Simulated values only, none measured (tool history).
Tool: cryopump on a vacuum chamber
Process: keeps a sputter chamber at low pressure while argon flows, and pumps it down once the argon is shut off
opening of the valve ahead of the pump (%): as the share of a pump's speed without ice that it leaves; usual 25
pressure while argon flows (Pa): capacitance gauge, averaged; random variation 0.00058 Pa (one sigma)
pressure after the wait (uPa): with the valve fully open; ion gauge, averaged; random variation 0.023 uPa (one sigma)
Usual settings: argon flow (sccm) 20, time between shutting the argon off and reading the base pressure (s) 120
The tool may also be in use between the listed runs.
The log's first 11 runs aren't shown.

run    hour  argon flow (sccm)  time between shutting the argon off and reading the base pressure (s)  opening of the valve ahead of the pump (%)  hours of work since the pump was warmed up and emptied  hours of work since the cold head was overhauled  hours of work since the chamber's fittings were tightened  pressure while argon flows (Pa)  pressure after the wait (uPa)
 12   472.3                 20                                                                    120                                          29                                                     296                                               741                                                        976                           0.0649                           1.87
 13   513.6                 20                                                                    120                                          25                                                     316                                               762                                                        997                           0.0762                           1.86
 14   556.2                 20                                                                    120                                          25                                                     338                                               784                                                       1019                           0.0764                           1.87
 15   597.6                 20                                                                    120                                          25                                                     359                                               804                                                       1040                           0.0765                           1.99
 16   644.7                 20                                                                    120                                          17                                                     383                                               828                                                       1063                           0.1116                           2.05
 17   669.7                 20                                                                    188                                          17                                                     396                                               841                                                       1076                           0.1093                           1.81
 18   707.7                 25                                                                     49                                          17                                                     415                                               860                                                       1095                           0.1381                           2.90
      731.8  -- pump warmed up, emptied and cooled again
 19   742.1                 33                                                                     62                                          17                                                       5                                               875                                                       1110                           0.1772                           2.46
 20   769.9                 18                                                                    120                                          42                                                      19                                               889                                                       1124                           0.0390                           1.80
 21   794.6                 12                                                                    156                                          50                                                      32                                               902                                                       1137                           0.0220                           1.70
 22   823.1                 12                                                                    156                                          50                                                      46                                               916                                                       1151                           0.0209                           1.80
 23   870.8                 11                                                                    120                                          28                                                      70                                               940                                                       1175                           0.0358                           1.93
 24   920.5                 29                                                                    120                                          28                                                      96                                               965                                                       1201                           0.0943                           1.89
 25   968.0                 13                                                                    120                                          20                                                     120                                               990                                                       1225                           0.0604                           2.04
     1010.1  -- leaking fittings of the chamber tightened, without venting
 26  1018.6                 20                                                                     68                                          22                                                     144                                              1014                                                          4                           0.0836                           1.29
 27  1062.2                 20                                                                     68                                          22                                                     166                                              1036                                                         26                           0.0838                           1.27
 28  1117.4                 20                                                                     27                                          25                                                     194                                              1064                                                         54                           0.0755                           2.93
 29  1150.5                 23                                                                    143                                          19                                                     211                                              1081                                                         71                           0.1122                           0.76
 30  1193.9                 38                                                                     24                                          26                                                     233                                              1103                                                         93                           0.1366                           3.40
 31  1222.9                 38                                                                     24                                          26                                                     248                                              1118                                                        108                           0.1362                           3.33
 32  1249.2                 11                                                                    129                                          19                                                     261                                              1131                                                        121                           0.0540                           0.93
 33  1305.6                  9                                                                    129                                          28                                                     290                                              1159                                                        150                           0.0291                           0.90

Forecast each of these 4 alternatives for the next run:
  A  1330.5                 11                                                                     31                                          32                                                     302                                              1172                                                        162                                ?                              ?
  B  1330.5                 10                                                                    104                                          25                                                     302                                              1172                                                        162                                ?                              ?
  C  1330.5                 10                                                                     23                                          22                                                     302                                              1172                                                        162                                ?                              ?
  D  1330.5                 20                                                                    120                                          16                                                     302                                              1172                                                        162                                ?                              ?

run  pressure while argon flows (Pa)  pressure after the wait (uPa)
  A                           0.0327                           2.80
  B                           0.0369                           1.07
  C                           0.0416                           3.57
  D                           0.1164                           1.00
Without the tool's hidden state the same runs would have given:
run  pressure while argon flows (Pa)  pressure after the wait (uPa)
  A                           0.0311                           2.58
  B                           0.0354                           0.86
  C                           0.0401                           3.36
  D                           0.1135                           0.79

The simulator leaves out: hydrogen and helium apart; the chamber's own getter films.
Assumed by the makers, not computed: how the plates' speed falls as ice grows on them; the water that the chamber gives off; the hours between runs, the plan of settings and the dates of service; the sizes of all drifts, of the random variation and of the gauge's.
